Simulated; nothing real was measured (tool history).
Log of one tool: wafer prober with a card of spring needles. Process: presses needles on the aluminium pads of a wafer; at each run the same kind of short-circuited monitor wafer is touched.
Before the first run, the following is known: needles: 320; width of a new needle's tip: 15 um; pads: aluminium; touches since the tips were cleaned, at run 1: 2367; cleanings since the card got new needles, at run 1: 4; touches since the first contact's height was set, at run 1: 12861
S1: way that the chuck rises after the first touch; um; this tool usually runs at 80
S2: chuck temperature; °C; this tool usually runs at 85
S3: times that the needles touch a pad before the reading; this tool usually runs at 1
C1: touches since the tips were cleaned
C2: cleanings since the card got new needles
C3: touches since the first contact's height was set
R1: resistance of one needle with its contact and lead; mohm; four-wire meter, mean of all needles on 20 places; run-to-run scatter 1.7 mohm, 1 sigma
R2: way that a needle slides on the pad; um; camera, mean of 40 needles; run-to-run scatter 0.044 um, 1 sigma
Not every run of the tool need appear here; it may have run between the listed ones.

| run | day | S1 | S2 | S3 | C1 | C2 | C3 | R1 | R2 |
|---|---|---|---|---|---|---|---|---|---|
| 1 | 0.000 | 80 | 85 | 1 | 2367 | 4 | 12861 | 167 | 20.23 |
|  | 0.046 | tips cleaned on abrasive film |
| 2 | 0.354 | 80 | 85 | 1 | 1961 | 5 | 15095 | 168 | 20.37 |
|  | 0.442 | tips cleaned on abrasive film |
| 3 | 0.771 | 80 | 85 | 1 | 2104 | 6 | 17719 | 165 | 20.33 |
|  | 0.862 | tips cleaned on abrasive film |
|  | 1.279 | tips cleaned on abrasive film |
| 4 | 1.329 | 80 | 85 | 1 | 307 | 8 | 21195 | 166 | 20.37 |
|  | 1.708 | tips cleaned on abrasive film |
| 5 | 1.754 | 76 | 85 | 1 | 288 | 9 | 23874 | 169 | 19.24 |
|  | 2.117 | tips cleaned on abrasive film |
| 6 | 2.321 | 80 | 85 | 1 | 1321 | 10 | 27467 | 166 | 20.45 |
|  | 2.529 | tips cleaned on abrasive film |
| 7 | 2.762 | 80 | 85 | 1 | 1495 | 11 | 30240 | 166 | 20.44 |
|  | 2.946 | tips cleaned on abrasive film |
|  | 3.362 | tips cleaned on abrasive film |
| 8 | 3.425 | 80 | 98 | 1 | 380 | 13 | 34388 | 169 | 20.50 |
|  | 3.788 | tips cleaned on abrasive film |
| 9 | 4.038 | 80 | 98 | 1 | 1587 | 14 | 38254 | 171 | 20.38 |
|  | 4.179 | tips cleaned on abrasive film |
|  | 4.575 | tips cleaned on abrasive film |
| 10 | 4.621 | 80 | 98 | 1 | 274 | 16 | 41909 | 169 | 20.45 |
|  | 4.983 | tips cleaned on abrasive film |
| 11 | 5.004 | 80 | 98 | 1 | 140 | 17 | 44324 | 171 | 20.58 |
|  | 5.408 | tips cleaned on abrasive film |
| 12 | 5.438 | 80 | 65 | 1 | 189 | 18 | 47057 | 163 | 20.53 |
| 13 | 5.762 | 80 | 85 | 1 | 2263 | 18 | 49131 | 169 | 20.60 |
|  | 5.829 | tips cleaned on abrasive film |
|  | 6.221 | tips cleaned on abrasive film |
| 14 | 6.375 | 80 | 38 | 1 | 977 | 20 | 52967 | 157 | 20.70 |
|  | 6.638 | tips cleaned on abrasive film |
| 15 | 6.925 | 80 | 38 | 1 | 1834 | 21 | 56435 | 159 | 20.64 |
|  | 7.025 | tips cleaned on abrasive film |
|  | 7.433 | tips cleaned on abrasive film |
| 16 | 7.446 | 80 | 50 | 1 | 76 | 23 | 59687 | 158 | 20.66 |
|  | 7.833 | tips cleaned on abrasive film |
| 17 | 8.100 | 65 | 47 | 2 | 1710 | 24 | 63828 | 164 | 16.90 |
|  | 8.254 | tips cleaned on abrasive film |
| 18 | 8.454 | 65 | 47 | 2 | 1275 | 25 | 66048 | 166 | 16.84 |
|  | 8.667 | tips cleaned on abrasive film |
| 19 | 8.929 | 65 | 47 | 2 | 1660 | 26 | 69041 | 163 | 16.81 |
|  | 9.071 | tips cleaned on abrasive film |
| 20 | 9.450 | 83 | 85 | 1 | 2390 | 27 | 72312 | 170 | 21.53 |
|  | 9.512 | tips cleaned on abrasive film |
| 21 | 9.858 | 83 | 85 | 1 | 2199 | 28 | 74882 | 166 | 21.62 |
|  | 9.946 | tips cleaned on abrasive film |
|  | 10.188 | gauge calibrated |
| 22 | 10.321 | 66 | 87 | 1 | 2402 | 29 | 77817 | 171 | 16.73 |
|  | 10.379 | tips cleaned on abrasive film |
| 23 | 10.729 | 90 | 85 | 1 | 2213 | 30 | 80369 | 165 | 22.90 |
|  | 10.779 | tips cleaned on abrasive film |
|  | 11.175 | tips cleaned on abrasive film |
| 24 | 11.292 | 90 | 85 | 1 | 746 | 32 | 83897 | 166 | 22.75 |
|  | 11.571 | tips cleaned on abrasive film |
| 25 | 11.638 | 80 | 85 | 1 | 439 | 33 | 86075 | 166 | 20.40 |
|  | 11.958 | tips cleaned on abrasive film |
| 26 | 12.175 | 84 | 85 | 2 | 1383 | 34 | 89457 | 165 | 21.38 |
|  | 12.375 | tips cleaned on abrasive film |
| 27 | 12.679 | 84 | 85 | 2 | 1926 | 35 | 92633 | 169 | 21.39 |
|  | 12.771 | tips cleaned on abrasive film |
| 28 | 13.071 | 94 | 26 | 2 | 1927 | 36 | 95113 | 154 | 24.05 |
|  | 13.192 | tips cleaned on abrasive film |
|  | 13.600 | tips cleaned on abrasive film |
| 29 | 13.725 | 94 | 26 | 2 | 794 | 38 | 99194 | 155 | 24.11 |
|  | 14.008 | tips cleaned on abrasive film |
| 30 | 14.046 | 75 | 85 | 1 | 242 | 39 | 101227 | 165 | 19.09 |
|  | 14.408 | tips cleaned on abrasive film |
| 31 | 14.438 | 85 | 60 | 1 | 192 | 40 | 103676 | 162 | 21.79 |

Predict each of these 5 candidate next runs independently; none follows another, all start after run 31:
|  | 14.808 | tips cleaned on abrasive film |
| A | 15.000 | 80 | 85 | 1 | 1196 | 41 | 107218 | ? | ? |
|  | 14.808 | tips cleaned on abrasive film |
| B | 15.000 | 91 | 93 | 1 | 1196 | 41 | 107218 | ? | ? |
|  | 14.808 | tips cleaned on abrasive film |
| C | 15.000 | 85 | 60 | 1 | 1196 | 41 | 107218 | ? | ? |
|  | 14.808 | tips cleaned on abrasive film |
| D | 15.000 | 80 | 59 | 1 | 1196 | 41 | 107218 | ? | ? |
|  | 14.808 | tips cleaned on abrasive film |
| E | 15.000 | 80 | 51 | 1 | 1196 | 41 | 107218 | ? | ? |

| run | R1 | R2 |
|---|---|---|
| A | 170 | 20.49 |
| B | 167 | 23.32 |
| C | 162 | 21.78 |
| D | 165 | 20.46 |
| E | 159 | 20.54 |
With the hidden condition removed and each run's random variation left untouched, the same runs would have given:
| run | R1 | R2 |
|---|---|---|
| A | 169 | 20.24 |
| B | 166 | 23.03 |
| C | 161 | 21.52 |
| D | 164 | 20.20 |
| E | 158 | 20.29 |
